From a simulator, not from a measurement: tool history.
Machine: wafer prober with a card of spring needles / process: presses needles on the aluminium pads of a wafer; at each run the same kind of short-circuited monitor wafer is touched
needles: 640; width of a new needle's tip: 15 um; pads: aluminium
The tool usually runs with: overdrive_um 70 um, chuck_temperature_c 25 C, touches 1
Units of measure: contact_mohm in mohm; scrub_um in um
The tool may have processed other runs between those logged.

run   hour  overdrive_um  chuck_temperature_c  touches  contact_mohm  scrub_um
  1    0.0            70                   25        1           287     10.05
  2   16.4            74                   25        1           290     10.61
  3   27.0            74                   25        1           280     10.63
  4   34.2            74                   25        1           240     10.62
  5   43.0            70                   25        1           291     10.05
  6   50.3            70                   25        2           243     10.03
  7   57.0            70                   25        2           267     10.05
  8   65.7            70                   25        2           248     10.02
  9   82.5            70                   25        2           257     10.15
 10   90.3            70                   25        2           273     10.17
 11  105.2            70                   53        1           305     10.16
 12  113.1            67                   25        1           274      9.71
 13  128.7            62                   25        1           286      8.96
 14  135.8            62                   25        1           320      8.97
 15  143.3            62                   25        1           295      8.96
 16  156.2            62                   25        1           285      8.94
 17  169.6            62                   25        1           280      8.94
 18  183.2            57                   74        1           290      8.24
 19  195.6            64                   43        3           251      9.23
 20  209.9            64                   43        3           248      9.21
 21  222.7            55                   25        2           242      7.88
 22  236.0            71                   94        2           291     10.21
 23  245.7            61                   38        1           317      8.75
 24  254.6            64                   44        1           281      9.17
 25  270.9            53                   40        2           278      7.58
 26  279.6            70                   25        2           279     10.04
 27  286.7            57                   25        2           277      8.14
 28  299.0            57                   25        3           254      8.13
 29  313.1            63                   69        1           289      9.00
 30  327.0            52                   25        2           273      7.39
 31  334.8            70                   57        1           304     10.00
 32  347.4            61                   69        1           323      8.68
 33  354.3            56                   25        2           263      7.95

The log once held 26 entries between its listed runs, left out of this copy. Where does each go, and what is different about the tool's unlogged condition between the listed run before it and the listed run after it?
Between runs 1 and 2: tips cleaned on abrasive film (hour 6.0)
  debris on the tips, nm: 89.7 -> 104; way that the needles fall short of the set height, um: 0.74 -> 0.82; tips' diameter, um: 15.66 -> 15.68
  measured result minus the result with no hidden state, contact_mohm: +53 -> +56 mohm; scrub_um: -0.11 -> -0.12 um
Between runs 2 and 3: tips cleaned on abrasive film (hour 20.1)
  debris on the tips, nm: 104 -> 83.6; way that the needles fall short of the set height, um: 0.82 -> 0.87; tips' diameter, um: 15.68 -> 15.7
  measured result minus the result with no hidden state, contact_mohm: +56 -> +44 mohm; scrub_um: -0.12 -> -0.12 um
Between runs 3 and 4: tips cleaned on abrasive film (hour 34.2)
  debris on the tips, nm: 83.6 -> 8.6; way that the needles fall short of the set height, um: 0.87 -> 0.93; tips' diameter, um: 15.7 -> 15.72
  measured result minus the result with no hidden state, contact_mohm: +44 -> +5 mohm; scrub_um: -0.12 -> -0.13 um
Between runs 5 and 6: tips cleaned on abrasive film (hour 49.2)
  debris on the tips, nm: 97 -> 20.7; way that the needles fall short of the set height, um: 0.93 -> 0.98; tips' diameter, um: 15.72 -> 15.74
  measured result minus the result with no hidden state, contact_mohm: +57 -> +8 mohm; scrub_um: -0.14 -> -0.14 um
Between runs 7 and 8: tips cleaned on abrasive film (hour 64.1)
  debris on the tips, nm: 86.3 -> 36.2; way that the needles fall short of the set height, um: 0.98 -> 1.06; tips' diameter, um: 15.74 -> 15.77
  measured result minus the result with no hidden state, contact_mohm: +31 -> +13 mohm; scrub_um: -0.14 -> -0.15 um
Between runs 8 and 9: tips cleaned on abrasive film (hour 78.4); height of the first contact set anew (hour 81.8)
  debris on the tips, nm: 36.2 -> 63.2; way that the needles fall short of the set height, um: 1.06 -> 0; tips' diameter, um: 15.77 -> 15.8
  measured result minus the result with no hidden state, contact_mohm: +13 -> +22 mohm; scrub_um: -0.15 -> +0.00 um
Between runs 10 and 11: tips cleaned on abrasive film (hour 93.7)
  debris on the tips, nm: 108.9 -> 106.8; way that the needles fall short of the set height, um: 0 -> 0.08; tips' diameter, um: 15.8 -> 15.82
  measured result minus the result with no hidden state, contact_mohm: +38 -> +60 mohm; scrub_um: +0.00 -> -0.01 um
Between runs 11 and 12: tips cleaned on abrasive film (hour 108.2)
  debris on the tips, nm: 106.8 -> 65.3; way that the needles fall short of the set height, um: 0.08 -> 0.13; tips' diameter, um: 15.82 -> 15.84
  measured result minus the result with no hidden state, contact_mohm: +60 -> +41 mohm; scrub_um: -0.01 -> -0.02 um
Between runs 12 and 13: tips cleaned on abrasive film (hour 122.6)
  debris on the tips, nm: 65.3 -> 74.5; way that the needles fall short of the set height, um: 0.13 -> 0.2; tips' diameter, um: 15.84 -> 15.87
  measured result minus the result with no hidden state, contact_mohm: +41 -> +54 mohm; scrub_um: -0.02 -> -0.03 um
Between runs 14 and 15: tips cleaned on abrasive film (hour 137.3)
  debris on the tips, nm: 111.6 -> 79; way that the needles fall short of the set height, um: 0.2 -> 0.28; tips' diameter, um: 15.87 -> 15.89
  measured result minus the result with no hidden state, contact_mohm: +81 -> +58 mohm; scrub_um: -0.03 -> -0.04 um
Between runs 15 and 16: tips cleaned on abrasive film (hour 151.7)
  debris on the tips, nm: 79 -> 62.4; way that the needles fall short of the set height, um: 0.28 -> 0.34; tips' diameter, um: 15.89 -> 15.91
  measured result minus the result with no hidden state, contact_mohm: +58 -> +46 mohm; scrub_um: -0.04 -> -0.04 um
Between runs 16 and 17: tips cleaned on abrasive film (hour 166.2)
  debris on the tips, nm: 62.4 -> 55.1; way that the needles fall short of the set height, um: 0.34 -> 0.41; tips' diameter, um: 15.91 -> 15.94
  measured result minus the result with no hidden state, contact_mohm: +46 -> +41 mohm; scrub_um: -0.04 -> -0.06 um
Between runs 17 and 18: tips cleaned on abrasive film (hour 180.3)
  debris on the tips, nm: 55.1 -> 47.9; way that the needles fall short of the set height, um: 0.41 -> 0.46; tips' diameter, um: 15.94 -> 15.96
  measured result minus the result with no hidden state, contact_mohm: +41 -> +38 mohm; scrub_um: -0.06 -> -0.07 um
Between runs 18 and 19: tips cleaned on abrasive film (hour 194.2)
  debris on the tips, nm: 47.9 -> 30.9; way that the needles fall short of the set height, um: 0.46 -> 0.55; tips' diameter, um: 15.96 -> 15.99
  measured result minus the result with no hidden state, contact_mohm: +38 -> +8 mohm; scrub_um: -0.07 -> -0.08 um
Between runs 19 and 20: tips cleaned on abrasive film (hour 208.7)
  debris on the tips, nm: 30.9 -> 25.8; way that the needles fall short of the set height, um: 0.55 -> 0.63; tips' diameter, um: 15.99 -> 16.02
  measured result minus the result with no hidden state, contact_mohm: +8 -> +6 mohm; scrub_um: -0.08 -> -0.09 um
Between runs 20 and 21: tips cleaned on abrasive film (hour 222.7)
  debris on the tips, nm: 25.8 -> 8.3; way that the needles fall short of the set height, um: 0.63 -> 0.72; tips' diameter, um: 16.02 -> 16.05
  measured result minus the result with no hidden state, contact_mohm: +6 -> +5 mohm; scrub_um: -0.09 -> -0.11 um
Between runs 22 and 23: tips cleaned on abrasive film (hour 236.9)
  debris on the tips, nm: 113.3 -> 96.6; way that the needles fall short of the set height, um: 0.72 -> 0.8; tips' diameter, um: 16.05 -> 16.07
  measured result minus the result with no hidden state, contact_mohm: +37 -> +74 mohm; scrub_um: -0.10 -> -0.12 um
Between runs 23 and 24: tips cleaned on abrasive film (hour 251.4)
  debris on the tips, nm: 96.6 -> 60.1; way that the needles fall short of the set height, um: 0.8 -> 0.87; tips' diameter, um: 16.07 -> 16.1
  measured result minus the result with no hidden state, contact_mohm: +74 -> +42 mohm; scrub_um: -0.12 -> -0.13 um
Between runs 24 and 25: tips cleaned on abrasive film (hour 266.0)
  debris on the tips, nm: 60.1 -> 66.3; way that the needles fall short of the set height, um: 0.87 -> 0.94; tips' diameter, um: 16.1 -> 16.13
  measured result minus the result with no hidden state, contact_mohm: +42 -> +39 mohm; scrub_um: -0.13 -> -0.13 um
Between runs 26 and 27: tips cleaned on abrasive film (hour 280.9)
  debris on the tips, nm: 112 -> 74; way that the needles fall short of the set height, um: 0.94 -> 1; tips' diameter, um: 16.13 -> 16.15
  measured result minus the result with no hidden state, contact_mohm: +42 -> +40 mohm; scrub_um: -0.14 -> -0.15 um
Between runs 27 and 28: tips cleaned on abrasive film (hour 294.9)
  debris on the tips, nm: 74 -> 62.3; way that the needles fall short of the set height, um: 1 -> 1.05; tips' diameter, um: 16.15 -> 16.16
  measured result minus the result with no hidden state, contact_mohm: +40 -> +20 mohm; scrub_um: -0.15 -> -0.15 um
Between runs 28 and 29: tips cleaned on abrasive film (hour 309.0)
  debris on the tips, nm: 62.3 -> 61.5; way that the needles fall short of the set height, um: 1.05 -> 1.1; tips' diameter, um: 16.16 -> 16.18
  measured result minus the result with no hidden state, contact_mohm: +20 -> +43 mohm; scrub_um: -0.15 -> -0.16 um
Between runs 29 and 30: tips cleaned on abrasive film (hour 323.3)
  debris on the tips, nm: 61.5 -> 57.5; way that the needles fall short of the set height, um: 1.1 -> 1.17; tips' diameter, um: 16.18 -> 16.21
  measured result minus the result with no hidden state, contact_mohm: +43 -> +37 mohm; scrub_um: -0.16 -> -0.17 um
Between runs 31 and 32: tips cleaned on abrasive film (hour 337.8)
  debris on the tips, nm: 105.9 -> 95.8; way that the needles fall short of the set height, um: 1.17 -> 1.26; tips' diameter, um: 16.21 -> 16.24
  measured result minus the result with no hidden state, contact_mohm: +62 -> +72 mohm; scrub_um: -0.17 -> -0.18 um
Between runs 32 and 33: tips cleaned on abrasive film (hour 352.3)
  debris on the tips, nm: 95.8 -> 40.6; way that the needles fall short of the set height, um: 1.26 -> 1.32; tips' diameter, um: 16.24 -> 16.26
  measured result minus the result with no hidden state, contact_mohm: +72 -> +23 mohm; scrub_um: -0.18 -> -0.20 um
